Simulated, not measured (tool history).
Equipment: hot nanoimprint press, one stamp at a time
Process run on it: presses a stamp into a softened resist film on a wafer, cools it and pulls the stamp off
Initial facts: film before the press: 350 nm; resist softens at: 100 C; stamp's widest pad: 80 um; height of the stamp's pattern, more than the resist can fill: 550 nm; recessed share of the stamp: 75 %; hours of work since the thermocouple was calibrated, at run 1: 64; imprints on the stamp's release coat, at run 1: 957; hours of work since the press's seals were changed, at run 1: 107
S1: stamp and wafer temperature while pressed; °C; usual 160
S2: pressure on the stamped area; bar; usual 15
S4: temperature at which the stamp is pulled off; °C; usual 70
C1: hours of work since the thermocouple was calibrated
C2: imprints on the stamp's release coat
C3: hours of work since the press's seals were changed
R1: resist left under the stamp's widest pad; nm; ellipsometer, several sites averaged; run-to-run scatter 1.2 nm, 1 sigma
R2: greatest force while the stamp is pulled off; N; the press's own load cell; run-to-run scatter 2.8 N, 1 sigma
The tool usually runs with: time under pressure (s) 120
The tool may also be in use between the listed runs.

{"run": 1, "day": 0.0, "S1": 160, "S2": 15, "time under pressure (s)": 120, "S4": 70, "C1": 64, "C2": 957, "C3": 107, "R1": 180.1, "R2": 139}
{"run": 2, "day": 0.367, "S1": 160, "S2": 15, "time under pressure (s)": 120, "S4": 70, "C1": 68, "C2": 977, "C3": 111, "R1": 180.5, "R2": 138}
{"run": 3, "day": 0.75, "S1": 160, "S2": 15, "time under pressure (s)": 120, "S4": 70, "C1": 72, "C2": 999, "C3": 115, "R1": 182.2, "R2": 136}
{"run": 4, "day": 1.188, "S1": 160, "S2": 15, "time under pressure (s)": 120, "S4": 70, "C1": 76, "C2": 1024, "C3": 119, "R1": 182.5, "R2": 134}
{"run": 5, "day": 1.512, "S1": 160, "S2": 15, "time under pressure (s)": 120, "S4": 70, "C1": 80, "C2": 1042, "C3": 122, "R1": 179.3, "R2": 135}
{"run": 6, "day": 1.954, "S1": 160, "S2": 15, "time under pressure (s)": 120, "S4": 70, "C1": 84, "C2": 1067, "C3": 127, "R1": 180.9, "R2": 134}
{"run": 7, "day": 2.196, "S1": 155, "S2": 15, "time under pressure (s)": 120, "S4": 70, "C1": 87, "C2": 1080, "C3": 130, "R1": 234.8, "R2": 130}
{"run": 8, "day": 2.667, "S1": 160, "S2": 15, "time under pressure (s)": 190, "S4": 70, "C1": 92, "C2": 1107, "C3": 135, "R1": 152.9, "R2": 135}
{"run": 9, "day": 3.046, "S1": 160, "S2": 15, "time under pressure (s)": 190, "S4": 70, "C1": 96, "C2": 1128, "C3": 139, "R1": 152.1, "R2": 137}
{"run": 10, "day": 3.579, "S1": 160, "S2": 15, "time under pressure (s)": 190, "S4": 70, "C1": 101, "C2": 1159, "C3": 144, "R1": 151, "R2": 134}
{"run": 11, "day": 3.875, "S1": 160, "S2": 15, "time under pressure (s)": 190, "S4": 70, "C1": 104, "C2": 1175, "C3": 147, "R1": 153.5, "R2": 135}
{"run": 12, "day": 4.279, "S1": 160, "S2": 15, "time under pressure (s)": 190, "S4": 70, "C1": 109, "C2": 1198, "C3": 151, "R1": 152.3, "R2": 135}
{"day": 4.858, "done": "stamp cleaned and given a new release coat"}
{"run": 13, "day": 5.0, "S1": 160, "S2": 15, "time under pressure (s)": 120, "S4": 70, "C1": 114, "C2": 9, "C3": 156, "R1": 182.1, "R2": 132}
{"run": 14, "day": 5.408, "S1": 160, "S2": 15, "time under pressure (s)": 120, "S4": 70, "C1": 118, "C2": 31, "C3": 161, "R1": 178.9, "R2": 132}
{"run": 15, "day": 5.746, "S1": 160, "S2": 15, "time under pressure (s)": 120, "S4": 70, "C1": 121, "C2": 50, "C3": 164, "R1": 178.4, "R2": 133}
{"run": 16, "day": 6.242, "S1": 160, "S2": 15, "time under pressure (s)": 120, "S4": 70, "C1": 127, "C2": 79, "C3": 169, "R1": 179.3, "R2": 134}
{"run": 17, "day": 6.725, "S1": 149, "S2": 12.3, "time under pressure (s)": 124, "S4": 72, "C1": 132, "C2": 106, "C3": 174, "R1": 301.8, "R2": 123}
{"run": 18, "day": 7.054, "S1": 160, "S2": 15, "time under pressure (s)": 148, "S4": 73, "C1": 135, "C2": 124, "C3": 178, "R1": 168.2, "R2": 120}
{"run": 19, "day": 7.342, "S1": 166, "S2": 23, "time under pressure (s)": 120, "S4": 62, "C1": 138, "C2": 140, "C3": 181, "R1": 101.9, "R2": 152}
{"run": 20, "day": 7.7, "S1": 157, "S2": 23, "time under pressure (s)": 68, "S4": 68, "C1": 142, "C2": 161, "C3": 185, "R1": 219.2, "R2": 145}
{"run": 21, "day": 8.021, "S1": 153, "S2": 10.2, "time under pressure (s)": 133, "S4": 77, "C1": 145, "C2": 179, "C3": 188, "R1": 277.5, "R2": 110}
{"run": 22, "day": 8.325, "S1": 165, "S2": 15.1, "time under pressure (s)": 106, "S4": 62, "C1": 148, "C2": 196, "C3": 191, "R1": 138.9, "R2": 161}
{"run": 23, "day": 8.704, "S1": 165, "S2": 11.3, "time under pressure (s)": 166, "S4": 62, "C1": 152, "C2": 217, "C3": 195, "R1": 134, "R2": 153}
{"run": 24, "day": 9.088, "S1": 150, "S2": 15, "time under pressure (s)": 133, "S4": 73, "C1": 156, "C2": 239, "C3": 199, "R1": 281.8, "R2": 119}
{"run": 25, "day": 9.529, "S1": 150, "S2": 15, "time under pressure (s)": 133, "S4": 73, "C1": 161, "C2": 264, "C3": 204, "R1": 278.2, "R2": 126}
{"run": 26, "day": 10.021, "S1": 168, "S2": 15, "time under pressure (s)": 140, "S4": 72, "C1": 166, "C2": 291, "C3": 209, "R1": 103.8, "R2": 124}
{"run": 27, "day": 10.329, "S1": 160, "S2": 13.6, "time under pressure (s)": 120, "S4": 57, "C1": 169, "C2": 309, "C3": 212, "R1": 184.9, "R2": 167}
{"run": 28, "day": 10.675, "S1": 168, "S2": 13.7, "time under pressure (s)": 120, "S4": 57, "C1": 173, "C2": 328, "C3": 216, "R1": 115.8, "R2": 171}
{"run": 29, "day": 11.004, "S1": 160, "S2": 9.2, "time under pressure (s)": 142, "S4": 70, "C1": 176, "C2": 347, "C3": 219, "R1": 206.1, "R2": 132}

3 options for the next run, each taken on its own from the tool as it stands now. Forecast them:
{"run": "A", "day": 11.521, "S1": 160, "S2": 10.9, "time under pressure (s)": 142, "S4": 65, "C1": 182, "C2": 376, "C3": 225, "R1": "?", "R2": "?"}
{"run": "B", "day": 11.521, "S1": 163, "S2": 13.6, "time under pressure (s)": 142, "S4": 70, "C1": 182, "C2": 376, "C3": 225, "R1": "?", "R2": "?"}
{"run": "C", "day": 11.521, "S1": 160, "S2": 9.2, "time under pressure (s)": 64, "S4": 70, "C1": 182, "C2": 376, "C3": 225, "R1": "?", "R2": "?"}

run=A R1=193.2 R2=144
run=B R1=149 R2=128
run=C R1=255.8 R2=134
Had the tool no hidden state, the same runs would have come out as:
run=A R1=193.7 R2=144
run=B R1=149.4 R2=128
run=C R1=256.3 R2=133
